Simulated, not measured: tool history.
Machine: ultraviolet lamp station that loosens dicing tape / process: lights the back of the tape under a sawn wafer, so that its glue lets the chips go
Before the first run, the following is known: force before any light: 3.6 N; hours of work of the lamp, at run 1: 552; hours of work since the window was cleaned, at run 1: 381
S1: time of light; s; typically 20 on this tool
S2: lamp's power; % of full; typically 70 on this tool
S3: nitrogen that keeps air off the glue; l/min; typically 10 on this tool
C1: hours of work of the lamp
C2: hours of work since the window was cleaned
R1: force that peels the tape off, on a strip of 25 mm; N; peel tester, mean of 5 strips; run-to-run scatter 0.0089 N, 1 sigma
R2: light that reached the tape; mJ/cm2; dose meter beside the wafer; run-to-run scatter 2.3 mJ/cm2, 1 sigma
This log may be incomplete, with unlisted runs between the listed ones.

run	hour	S1	S2	S3	C1	C2	R1	R2
1	0.0	20	70	10	552	381	0.521	160
2	36.7	20	70	10	580	408	0.523	165
3	74.7	20	70	10	608	437	0.559	162
4	147.6	20	70	10	663	492	0.571	159
5	195.7	20	70	10	699	528	0.581	158
6	273.5	20	70	10	758	587	0.623	153
7	340.1	20	70	10	808	637	0.630	147
# hour 377.0: window cleaned of glue's vapour
8	388.4	20	70	10	844	9	0.691	143
9	434.4	20	70	10	879	43	0.677	141
10	521.9	20	70	10	945	109	0.714	137
11	559.2	20	70	13	973	137	0.660	132
12	604.7	20	70	13	1007	172	0.687	132
13	664.9	12	82	9	1053	217	1.201	92
14	736.8	20	96	10	1107	271	0.492	176
15	823.8	14	96	4	1172	337	1.195	117
# hour 863.5: window cleaned of glue's vapour, once more
16	908.1	14	96	4	1235	34	1.043	131
# hour 976.7: lamp changed
17	990.9	14	96	4	11	95	0.631	201
18	1038.0	14	96	4	46	131	0.639	197
19	1086.7	22	94	5	83	167	0.305	293
20	1165.9	22	94	5	143	227	0.302	289
21	1232.3	15	72	10	193	277	0.631	147
22	1289.2	15	72	10	235	320	0.646	149
23	1360.6	24	67	7	289	374	0.436	208

5 options for the next run, each taken on its own from the tool as it stands now. Forecast them:
A	1437.2	35	67	14	347	431	?	?
B	1437.2	33	67	18	347	431	?	?
C	1437.2	17	70	11	347	431	?	?
D	1437.2	20	86	10	347	431	?	?
E	1437.2	17	67	10	347	431	?	?

run	R1	R2
A	0.195	302
B	0.200	283
C	0.589	155
D	0.331	220
E	0.637	146
The same runs, with their run-to-run variation unchanged, on a tool lacking any hidden condition would have given:
run	R1	R2
A	0.173	353
B	0.177	331
C	0.462	181
D	0.263	257
E	0.503	171

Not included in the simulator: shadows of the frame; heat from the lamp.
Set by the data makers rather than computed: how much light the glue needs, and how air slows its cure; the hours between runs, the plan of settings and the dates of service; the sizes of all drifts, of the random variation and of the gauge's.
